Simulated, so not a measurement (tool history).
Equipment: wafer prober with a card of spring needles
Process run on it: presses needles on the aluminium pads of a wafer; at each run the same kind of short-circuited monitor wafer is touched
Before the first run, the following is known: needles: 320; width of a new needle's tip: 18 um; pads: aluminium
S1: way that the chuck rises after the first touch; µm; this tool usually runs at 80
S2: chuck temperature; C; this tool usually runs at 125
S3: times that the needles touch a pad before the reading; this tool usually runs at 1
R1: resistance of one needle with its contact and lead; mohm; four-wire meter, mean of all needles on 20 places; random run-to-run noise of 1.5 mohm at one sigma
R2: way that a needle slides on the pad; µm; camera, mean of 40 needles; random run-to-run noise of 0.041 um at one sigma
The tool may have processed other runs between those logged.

{"run": 1, "hour": 0.0, "S1": 80, "S2": 125, "S3": 1, "R1": 177, "R2": 11.16}
{"hour": 2.9, "done": "tips cleaned on abrasive film"}
{"hour": 15.2, "done": "tips cleaned on abrasive film"}
{"run": 2, "hour": 21.3, "S1": 80, "S2": 125, "S3": 2, "R1": 163, "R2": 11.09}
{"hour": 27.5, "done": "tips cleaned on abrasive film"}
{"run": 3, "hour": 32.7, "S1": 80, "S2": 26, "S3": 1, "R1": 157, "R2": 11.15}
{"hour": 40.7, "done": "tips cleaned on abrasive film"}
{"run": 4, "hour": 42.8, "S1": 80, "S2": 26, "S3": 1, "R1": 144, "R2": 11.12}
{"hour": 53.5, "done": "tips cleaned on abrasive film"}
{"run": 5, "hour": 59.8, "S1": 80, "S2": 125, "S3": 1, "R1": 175, "R2": 11.08}
{"hour": 67.1, "done": "tips cleaned on abrasive film"}
{"run": 6, "hour": 69.8, "S1": 80, "S2": 125, "S3": 1, "R1": 167, "R2": 11.02}
{"hour": 80.7, "done": "tips cleaned on abrasive film"}
{"run": 7, "hour": 81.6, "S1": 80, "S2": 125, "S3": 1, "R1": 159, "R2": 11.05}
{"hour": 93.2, "done": "tips cleaned on abrasive film"}
{"run": 8, "hour": 102.8, "S1": 80, "S2": 125, "S3": 1, "R1": 183, "R2": 11.04}
{"hour": 105.5, "done": "tips cleaned on abrasive film"}
{"run": 9, "hour": 116.4, "S1": 80, "S2": 95, "S3": 1, "R1": 185, "R2": 11.03}
{"hour": 118.2, "done": "tips cleaned on abrasive film"}
{"hour": 130.5, "done": "tips cleaned on abrasive film"}
{"run": 10, "hour": 130.9, "S1": 79, "S2": 27, "S3": 1, "R1": 139, "R2": 10.9}
{"hour": 142.5, "done": "height of the first contact set anew"}
{"hour": 143.6, "done": "tips cleaned on abrasive film"}
{"run": 11, "hour": 148.5, "S1": 79, "S2": 27, "S3": 1, "R1": 157, "R2": 11.19}
{"hour": 156.0, "done": "tips cleaned on abrasive film"}
{"run": 12, "hour": 162.5, "S1": 97, "S2": 125, "S3": 2, "R1": 158, "R2": 13.77}
{"hour": 168.6, "done": "tips cleaned on abrasive film"}
{"hour": 180.8, "done": "tips cleaned on abrasive film"}
{"run": 13, "hour": 180.8, "S1": 71, "S2": 44, "S3": 2, "R1": 139, "R2": 9.98}
{"run": 14, "hour": 189.8, "S1": 71, "S2": 44, "S3": 2, "R1": 161, "R2": 10.02}
{"hour": 194.2, "done": "tips cleaned on abrasive film"}
{"hour": 206.9, "done": "tips cleaned on abrasive film"}
{"run": 15, "hour": 209.1, "S1": 80, "S2": 125, "S3": 3, "R1": 153, "R2": 11.26}
{"hour": 219.3, "done": "tips cleaned on abrasive film"}
{"run": 16, "hour": 228.2, "S1": 68, "S2": 125, "S3": 3, "R1": 167, "R2": 9.53}
{"hour": 232.5, "done": "tips cleaned on abrasive film"}
{"run": 17, "hour": 237.1, "S1": 86, "S2": 65, "S3": 3, "R1": 145, "R2": 12.2}

What would each run have given without the hidden state, its run-to-run variation left as it was?
What the log doesn't record here: debris on the tips, nm; way that the needles fall short of the set height, um; tips' diameter, um; drift of the gauge itself on contact_mohm, %; drift of the gauge itself on scrub_um, %.
run=1 R1=141 R2=11.36
run=2 R1=147 R2=11.31
run=3 R1=130 R2=11.38
run=4 R1=130 R2=11.36
run=5 R1=147 R2=11.33
run=6 R1=149 R2=11.29
run=7 R1=147 R2=11.34
run=8 R1=146 R2=11.33
run=9 R1=144 R2=11.33
run=10 R1=131 R2=11.23
run=11 R1=131 R2=11.20
run=12 R1=146 R2=13.79
run=13 R1=134 R2=10.03
run=14 R1=133 R2=10.07
run=15 R1=146 R2=11.33
run=16 R1=149 R2=9.61
run=17 R1=135 R2=12.29
